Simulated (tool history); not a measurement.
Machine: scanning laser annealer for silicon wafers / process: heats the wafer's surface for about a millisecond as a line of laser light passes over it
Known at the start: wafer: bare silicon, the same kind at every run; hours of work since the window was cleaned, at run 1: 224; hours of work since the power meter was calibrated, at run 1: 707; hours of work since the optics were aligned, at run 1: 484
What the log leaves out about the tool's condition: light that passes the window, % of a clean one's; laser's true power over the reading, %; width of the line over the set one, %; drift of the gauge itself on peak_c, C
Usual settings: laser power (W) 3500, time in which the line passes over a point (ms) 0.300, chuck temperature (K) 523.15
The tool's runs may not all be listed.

run,hour,laser power (W),time in which the line passes over a point (ms),chuck temperature (K),hours of work since the window was cleaned,hours of work since the power meter was calibrated,hours of work since the optics were aligned,highest temperature of the surface (K)
1,0.0,3500,0.300,523.15,224,707,484,1301.15
2,59.7,3500,0.300,495.15,268,752,528,1268.15
3,117.1,3500,0.355,495.15,311,794,571,1324.15
4,178.2,3500,0.300,523.15,357,840,617,1293.15
5,212.4,3500,0.300,523.15,383,866,642,1288.15
6,254.1,3500,0.300,523.15,414,897,673,1286.15
7,288.6,3500,0.300,529.15,439,922,699,1289.15
8,342.0,3803,0.300,523.15,479,962,739,1372.15
9,393.5,3807,0.300,523.15,518,1001,778,1372.15
10,439.4,3807,0.300,523.15,552,1035,812,1370.15
11,483.9,3807,0.300,523.15,585,1068,845,1364.15
12,535.9,3500,0.300,523.15,624,1107,884,1275.15
13,569.1,3500,0.300,523.15,649,1132,909,1270.15
# hour 574.8: window over the wafer cleaned
14,635.1,3500,0.300,523.15,45,1180,956,1262.15
15,686.8,3822,0.300,523.15,84,1218,995,1350.15
16,751.3,3500,0.315,523.15,132,1266,1043,1273.15
17,787.7,3500,0.315,523.15,159,1294,1070,1269.15
# hour 817.0: optics aligned, line set to its width
18,857.4,3500,0.315,523.15,207,1342,30,1296.15
# hour 864.0: window over the wafer cleaned, once more
19,914.9,3500,0.315,523.15,38,1383,72,1337.15
20,951.6,3500,0.315,523.15,65,1411,99,1334.15
21,990.9,3500,0.315,523.15,95,1440,128,1332.15
22,1023.5,3639,0.284,554.15,119,1465,153,1365.15
23,1052.3,3639,0.284,554.15,141,1486,174,1363.15
24,1096.4,3388,0.220,523.15,174,1519,207,1181.15
25,1147.8,3500,0.242,487.15,212,1557,245,1200.15
26,1185.7,3403,0.218,544.15,240,1586,274,1199.15
27,1214.8,3500,0.225,547.15,262,1607,296,1235.15
28,1266.3,3500,0.225,547.15,300,1646,334,1233.15
29,1304.2,3226,0.287,540.15,329,1674,362,1221.15
30,1350.7,3226,0.287,540.15,363,1709,397,1219.15
31,1387.6,3226,0.287,540.15,391,1736,425,1215.15
32,1450.3,3482,0.300,536.15,438,1783,471,1298.15
33,1514.6,3482,0.300,536.15,486,1831,519,1296.15
34,1558.9,3316,0.300,536.15,519,1864,552,1242.15
35,1612.8,3379,0.300,545.15,559,1905,593,1271.15

Run 36 is up next; what results do you expect?
36,1672.0,3379,0.238,545.15,603,1949,637,?

For run 36 the tool returned highest temperature of the surface (K) 1199.15.
The same run, on a tool lacking any hidden state, would have yielded highest temperature of the surface (K) 1240.15.

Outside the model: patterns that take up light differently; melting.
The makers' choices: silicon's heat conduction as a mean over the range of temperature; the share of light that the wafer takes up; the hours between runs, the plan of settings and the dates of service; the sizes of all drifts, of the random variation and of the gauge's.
